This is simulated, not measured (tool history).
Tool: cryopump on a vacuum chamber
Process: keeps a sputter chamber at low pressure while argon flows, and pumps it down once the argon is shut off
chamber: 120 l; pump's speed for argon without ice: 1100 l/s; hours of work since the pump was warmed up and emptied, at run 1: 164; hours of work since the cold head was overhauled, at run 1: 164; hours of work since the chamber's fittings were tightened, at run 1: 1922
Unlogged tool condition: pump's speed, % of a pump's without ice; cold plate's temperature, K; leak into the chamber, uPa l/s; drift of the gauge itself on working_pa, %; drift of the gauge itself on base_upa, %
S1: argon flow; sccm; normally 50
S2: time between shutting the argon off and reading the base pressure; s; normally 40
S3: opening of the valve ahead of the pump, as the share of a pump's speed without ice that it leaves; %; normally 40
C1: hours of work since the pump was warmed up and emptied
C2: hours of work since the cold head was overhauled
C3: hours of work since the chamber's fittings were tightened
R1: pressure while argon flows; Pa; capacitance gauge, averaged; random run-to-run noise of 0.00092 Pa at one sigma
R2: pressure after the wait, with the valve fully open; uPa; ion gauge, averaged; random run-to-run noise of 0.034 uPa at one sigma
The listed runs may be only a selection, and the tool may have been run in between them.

run,day,S1,S2,S3,C1,C2,C3,R1,R2
1,0.000,50,40,40,164,164,1922,0.1984,3.94
2,0.638,44,40,40,171,171,1929,0.1750,4.13
# day 1.108: leaking fittings of the chamber tightened, without venting
3,1.212,44,40,40,177,177,1,0.1765,1.87
4,1.800,44,40,40,183,183,8,0.1747,1.91
5,2.292,27,40,40,189,189,13,0.1085,1.90
6,2.812,27,40,40,195,195,19,0.1069,1.89
7,3.075,27,40,40,198,198,22,0.1069,1.92
8,3.642,50,40,20,204,204,29,0.3949,1.90
9,4.221,50,40,40,211,211,35,0.1973,1.87
10,4.621,50,71,40,215,215,40,0.1998,1.30
11,5.071,50,71,40,220,220,45,0.1994,1.27
12,5.546,50,71,40,226,226,50,0.2013,1.25
13,5.983,50,71,40,231,231,55,0.1989,1.29
14,6.350,50,194,40,235,235,60,0.2002,0.74
15,6.692,50,194,40,239,239,63,0.1996,0.72
16,7.233,22,40,40,245,245,70,0.0885,2.03
17,7.583,50,40,40,249,249,74,0.2007,1.99
18,7.846,34,52,36,252,252,77,0.1513,1.57
19,8.462,87,40,22,259,259,84,0.6242,1.97
20,9.100,27,24,18,266,266,91,0.2346,3.05
21,9.392,27,24,18,269,269,94,0.2372,3.16
22,9.646,27,187,25,272,272,97,0.1717,0.80
23,10.162,27,187,25,278,278,103,0.1709,0.84
24,10.579,27,187,25,283,283,108,0.1712,0.78
25,10.846,50,44,18,286,286,111,0.4383,1.84
26,11.233,50,44,18,290,290,115,0.4384,1.90
27,11.521,25,238,16,294,294,118,0.2462,0.73
28,11.821,41,40,40,297,297,122,0.1661,2.04
29,12.150,41,84,40,301,301,125,0.1678,1.24
30,12.542,91,84,40,305,305,130,0.3731,1.24
31,12.875,42,154,16,309,309,134,0.4099,0.88
32,13.471,43,126,16,316,316,140,0.4210,0.97
33,13.979,43,126,16,321,321,146,0.4215,0.99
34,14.546,80,30,16,328,328,153,0.7874,2.50

Predict each of these 4 candidate next runs independently; none follows another, all start after run 34:
A,14.896,75,32,36,332,332,157,?,?
B,14.896,32,30,18,332,332,157,?,?
C,14.896,81,142,28,332,332,157,?,?
D,14.896,22,38,40,332,332,157,?,?

run,R1,R2
A,0.3366,2.53
B,0.2822,2.58
C,0.4620,1.00
D,0.0903,2.24
Without the tool's hidden state the same runs would have given:
run,R1,R2
A,0.3194,2.25
B,0.2748,2.31
C,0.4435,0.73
D,0.0853,1.97
